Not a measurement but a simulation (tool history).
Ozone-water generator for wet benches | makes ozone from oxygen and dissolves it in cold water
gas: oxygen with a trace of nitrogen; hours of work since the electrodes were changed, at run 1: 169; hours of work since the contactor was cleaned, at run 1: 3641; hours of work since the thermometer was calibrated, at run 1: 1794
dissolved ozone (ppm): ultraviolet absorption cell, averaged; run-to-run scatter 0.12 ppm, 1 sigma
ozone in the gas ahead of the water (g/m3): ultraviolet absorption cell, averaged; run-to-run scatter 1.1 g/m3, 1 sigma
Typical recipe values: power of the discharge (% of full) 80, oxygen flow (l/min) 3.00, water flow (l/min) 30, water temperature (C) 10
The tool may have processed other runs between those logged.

run     day  power of the discharge (% of full)  oxygen flow (l/min)  water flow (l/min)  water temperature (C)  hours of work since the electrodes were changed  hours of work since the contactor was cleaned  hours of work since the thermometer was calibrated  dissolved ozone (ppm)  ozone in the gas ahead of the water (g/m3)
  1   0.000                                  80                 3.00                  30                     10                                              169                                           3641                                                1794                   12.1                                       191.7
  2   1.600                                  80                 3.00                  30                      9                                              203                                           3675                                                1828                   12.2                                       190.2
  3   2.871                                  80                 3.00                  30                      9                                              230                                           3702                                                1855                   12.2                                       189.7
  4   3.704                                  80                 3.00                  30                     10                                              248                                           3720                                                1873                   12.0                                       191.2
  5   4.888                                  80                 3.52                  30                     10                                              273                                           3745                                                1898                   12.6                                       173.5
  6   6.621                                  80                 3.52                  30                     10                                              310                                           3782                                                1934                   12.5                                       171.6
  7   8.154                                  80                 3.52                  21                     10                                              342                                           3814                                                1967                   16.9                                       174.8
  8   9.796                                  80                 3.52                  27                     10                                              377                                           3849                                                2002                   13.8                                       173.0
  9  11.521                                  80                 3.52                  27                     10                                              413                                           3886                                                2038                   14.0                                       175.4
 10  12.262                                  80                 3.00                  30                     15                                              429                                           3901                                                2054                   11.8                                       190.3
 11  13.246                                  80                 1.53                  30                     10                                              450                                           3922                                                2075                    9.8                                       275.6
 12  14.283                                  80                 2.66                  22                     16                                              472                                           3944                                                2097                   15.1                                       203.9
 13  15.804                                  48                 3.01                  30                     10                                              504                                           3976                                                2129                    8.0                                       124.1
 14  16.854                                  80                 2.83                  30                      5                                              526                                           3998                                                2151                   12.3                                       196.6
 15  18.433                                  85                 3.00                  26                     10                                              560                                           4032                                                2185                   14.3                                       197.2
 16  19.300                                  85                 3.00                  26                     10                                              578                                           4050                                                2203                   14.3                                       199.0
 17  21.058                                  85                 3.00                  26                     10                                              615                                           4088                                                2240                   14.4                                       199.4

Run 18 comes next. What will it give?
 18  22.542                                  85                 3.00                  21                     10                                              647                                           4119                                                2272                      ?                                           ?

For run 18 the tool returned dissolved ozone (ppm) 17.4, ozone in the gas ahead of the water (g/m3) 199.5.
On a tool with no hidden condition, and with the same random variation, this run would have come out at dissolved ozone (ppm) 17.4, ozone in the gas ahead of the water (g/m3) 199.6.

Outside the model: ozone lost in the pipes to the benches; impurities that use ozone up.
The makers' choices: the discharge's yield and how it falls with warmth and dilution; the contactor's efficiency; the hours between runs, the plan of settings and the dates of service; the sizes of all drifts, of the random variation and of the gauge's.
